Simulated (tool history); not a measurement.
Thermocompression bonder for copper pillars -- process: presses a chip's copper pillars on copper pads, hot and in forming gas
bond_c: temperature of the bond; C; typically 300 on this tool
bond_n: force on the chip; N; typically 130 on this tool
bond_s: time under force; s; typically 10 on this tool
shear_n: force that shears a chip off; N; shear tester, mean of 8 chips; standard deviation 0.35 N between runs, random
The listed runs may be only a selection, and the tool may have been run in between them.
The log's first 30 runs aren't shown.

run      day  bond_c  bond_n  bond_s  shear_n
 31   89.408     310     121      12       67
      91.167  -- forming gas filter changed
      91.846  -- heater calibrated with a thermocouple chip
 32    93.15     275     178      10     65.1
      93.917  -- force cell calibrated
 33   95.779     316      82      23     60.4
 34   98.867     316      92      23     67.5
 35  101.625     311     123      10     63.8
 36  104.846     300      97      25     62.8
     106.346  -- forming gas filter changed
 37  108.067     289      92      16     46.1
 38  110.358     274     137       8     45.1

5 options for the next run, each taken on its own from the tool as it stands now. Forecast them:
  A  113.225     300     130      29        ?
  B  113.225     274     137      13        ?
  C  113.225     291     130      10        ?
  D  113.225     300     130      28        ?
  E  113.225     297     110      10        ?

run  shear_n
  A     83.5
  B     54.5
  C     55.7
  D     82.5
  E     50.2
With no hidden state in the tool, these same runs would have given:
run  shear_n
  A     85.8
  B       56
  C     57.2
  D     84.7
  E     51.6
